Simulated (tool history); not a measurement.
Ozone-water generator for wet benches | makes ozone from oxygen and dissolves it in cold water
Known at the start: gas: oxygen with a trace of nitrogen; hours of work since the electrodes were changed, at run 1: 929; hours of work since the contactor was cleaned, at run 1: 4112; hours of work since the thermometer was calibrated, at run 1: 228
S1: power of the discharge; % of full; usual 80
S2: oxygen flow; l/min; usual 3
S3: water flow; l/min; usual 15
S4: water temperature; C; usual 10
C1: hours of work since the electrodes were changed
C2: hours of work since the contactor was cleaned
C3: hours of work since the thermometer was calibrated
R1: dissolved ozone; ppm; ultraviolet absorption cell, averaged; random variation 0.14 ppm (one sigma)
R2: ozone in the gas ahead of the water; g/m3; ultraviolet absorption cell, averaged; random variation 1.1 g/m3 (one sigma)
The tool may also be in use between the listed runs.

Run 1, hour 0: usual settings; C1 929; C2 4112; C3 228. Result: R1 15.9 ppm, R2 202.1 g/m3.
Run 2, hour 34.7: usual settings; C1 961; C2 4144; C3 260. Result: R1 15.7 ppm, R2 200.5 g/m3.
Run 3, hour 78.1: usual settings; C1 1001; C2 4184; C3 300. Result: R1 15.8 ppm, R2 200.9 g/m3.
Run 4, hour 111.3: usual settings but S1 78 % of full; C1 1031; C2 4214; C3 330. Result: R1 15.4 ppm, R2 197 g/m3.
Run 5, hour 141.2: usual settings but S1 78 % of full; C1 1058; C2 4242; C3 358. Result: R1 15.7 ppm, R2 196.6 g/m3.
Run 6, hour 186.6: usual settings but S1 78 % of full; C1 1100; C2 4283; C3 399. Result: R1 15.7 ppm, R2 197.4 g/m3.
Run 7, hour 224.7: usual settings but S1 78 % of full, S4 8 C; C1 1135; C2 4318; C3 434. Result: R1 15.8 ppm, R2 195.9 g/m3.
Run 8, hour 256.3: usual settings but S2 2.14 l/min; C1 1164; C2 4347; C3 463. Result: R1 14.3 ppm, R2 233.7 g/m3.
Run 9, hour 292: usual settings but S2 5.16 l/min; C1 1196; C2 4380; C3 496. Result: R1 17.4 ppm, R2 158.9 g/m3.
Run 10, hour 331: usual settings but S2 5.16 l/min; C1 1232; C2 4415; C3 531. Result: R1 17 ppm, R2 159.3 g/m3.
Run 11, hour 349.7: usual settings but S2 5.16 l/min; C1 1249; C2 4433; C3 548. Result: R1 17.3 ppm, R2 158.8 g/m3.
Run 12, hour 372.3: usual settings but S2 1.53 l/min; C1 1270; C2 4453; C3 569. Result: R1 13.1 ppm, R2 275.6 g/m3.
Run 13, hour 418.1: usual settings but S1 75 % of full, S2 1.53 l/min, S4 9 C; C1 1312; C2 4495; C3 611. Result: R1 12.5 ppm, R2 264.4 g/m3.
Run 14, hour 453.5: usual settings but S1 75 % of full, S2 1.53 l/min, S4 9 C; C1 1344; C2 4528; C3 643. Result: R1 12.6 ppm, R2 262.6 g/m3.
Run 15, hour 482.5: usual settings but S1 75 % of full, S2 1.53 l/min, S4 9 C; C1 1371; C2 4554; C3 670. Result: R1 12.6 ppm, R2 261.8 g/m3.
Run 16, hour 518.2: usual settings but S1 75 % of full, S2 1.53 l/min, S3 13 l/min, S4 9 C; C1 1404; C2 4587; C3 703. Result: R1 14.4 ppm, R2 261.6 g/m3.

The next listed run, before its measurement:
Run 17, hour 541.2: usual settings but S1 75 % of full, S2 1.53 l/min, S3 13 l/min, S4 9 C; C1 1425; C2 4608; C3 724. Result: R1 ?, R2 ?.

Run 17 gave R1 14.5 ppm, R2 261.4 g/m3.
Without the tool's hidden state the same run would have given R1 14.5 ppm, R2 258.4 g/m3.
